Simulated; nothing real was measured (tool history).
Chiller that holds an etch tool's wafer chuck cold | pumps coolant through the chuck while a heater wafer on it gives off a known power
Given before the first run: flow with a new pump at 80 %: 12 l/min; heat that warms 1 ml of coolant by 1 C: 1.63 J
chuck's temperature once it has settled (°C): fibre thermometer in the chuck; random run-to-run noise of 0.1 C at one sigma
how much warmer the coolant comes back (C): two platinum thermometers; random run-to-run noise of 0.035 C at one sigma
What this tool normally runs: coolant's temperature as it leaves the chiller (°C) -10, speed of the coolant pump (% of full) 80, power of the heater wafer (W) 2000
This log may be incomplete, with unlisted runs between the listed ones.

run	day	coolant's temperature as it leaves the chiller (°C)	speed of the coolant pump (% of full)	power of the heater wafer (W)	chuck's temperature once it has settled (°C)	how much warmer the coolant comes back (C)
1	0	-10	80	2000	7.3	6.39
# day 4.3: chiller's thermometer calibrated
2	6.954	-10	80	2000	8	6.36
3	11.496	-10	80	1990	7.7	6.45
4	18.921	-10	80	1990	8.1	6.34
5	26.304	-10	77	2000	8.7	6.75
6	32.55	-3	79	2000	15.5	6.61
7	37.529	-1	74	1661	15.3	5.85
8	42.808	-10	75	2000	9.6	6.98
9	46.888	-10	63	2000	12.8	8.33
10	52.462	-8	75	1703	8.6	5.95

Forecast each of these 3 alternatives for the next run:
A	58.483	-7	75	1703	?	?
B	58.483	-12	62	2067	?	?
C	58.483	-3	96	1681	?	?

run	chuck's temperature once it has settled (°C)	how much warmer the coolant comes back (C)
A	9.9	6.05
B	12.3	8.84
C	10.1	4.66
Had the tool no hidden state, the same runs would have come out as:
run	chuck's temperature once it has settled (°C)	how much warmer the coolant comes back (C)
A	8.4	5.6
B	10.2	8.18
C	9	4.32
